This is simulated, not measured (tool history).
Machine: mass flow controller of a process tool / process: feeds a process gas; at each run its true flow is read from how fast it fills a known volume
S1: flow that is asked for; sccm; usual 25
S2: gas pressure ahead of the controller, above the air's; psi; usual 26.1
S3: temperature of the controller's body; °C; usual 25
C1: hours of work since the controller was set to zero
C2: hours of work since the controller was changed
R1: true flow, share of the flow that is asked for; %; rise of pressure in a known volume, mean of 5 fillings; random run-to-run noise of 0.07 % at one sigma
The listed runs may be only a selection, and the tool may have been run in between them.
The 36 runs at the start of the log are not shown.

{"run": 37, "hour": 4463.9, "S1": 46, "S2": 26.1, "S3": 20, "C1": 3090, "C2": 3090, "R1": 99.51}
{"run": 38, "hour": 4551.9, "S1": 5, "S2": 25.1, "S3": 24, "C1": 3137, "C2": 3137, "R1": 97.32}
{"run": 39, "hour": 4709.8, "S1": 27, "S2": 30.7, "S3": 31, "C1": 3221, "C2": 3221, "R1": 99.53}
{"run": 40, "hour": 4792.2, "S1": 27, "S2": 30.7, "S3": 25, "C1": 3264, "C2": 3264, "R1": 98.97}
{"run": 41, "hour": 4950.3, "S1": 8, "S2": 38, "S3": 33, "C1": 3348, "C2": 3348, "R1": 98.65}
{"run": 42, "hour": 5109.3, "S1": 8, "S2": 38, "S3": 33, "C1": 3433, "C2": 3433, "R1": 98.73}
{"run": 43, "hour": 5208.1, "S1": 8, "S2": 38, "S3": 33, "C1": 3485, "C2": 3485, "R1": 98.68}
{"run": 44, "hour": 5329.5, "S1": 16, "S2": 26.1, "S3": 20, "C1": 3549, "C2": 3549, "R1": 98.1}
{"run": 45, "hour": 5472.4, "S1": 16, "S2": 26.1, "S3": 20, "C1": 3625, "C2": 3625, "R1": 98.05}
{"run": 46, "hour": 5584.4, "S1": 17, "S2": 21.2, "S3": 24, "C1": 3685, "C2": 3685, "R1": 98.57}
{"run": 47, "hour": 5719.9, "S1": 8, "S2": 28.9, "S3": 23, "C1": 3756, "C2": 3756, "R1": 97.95}
{"run": 48, "hour": 5791.0, "S1": 8, "S2": 30.6, "S3": 25, "C1": 3794, "C2": 3794, "R1": 98.31}

Here are 3 independent what-if runs from the current tool condition. What would each one return?
{"run": "A", "hour": 5869.8, "S1": 11, "S2": 22.8, "S3": 27, "C1": 3836, "C2": 3836, "R1": "?"}
{"run": "B", "hour": 5869.8, "S1": 10, "S2": 26.1, "S3": 24, "C1": 3836, "C2": 3836, "R1": "?"}
{"run": "C", "hour": 5869.8, "S1": 25, "S2": 21.6, "S3": 30, "C1": 3836, "C2": 3836, "R1": "?"}

run=A R1=98.62
run=B R1=98.42
run=C R1=100.11
What these runs would have given with no unlogged condition in the tool:
run=A R1=97.45
run=B R1=97.25
run=C R1=98.93
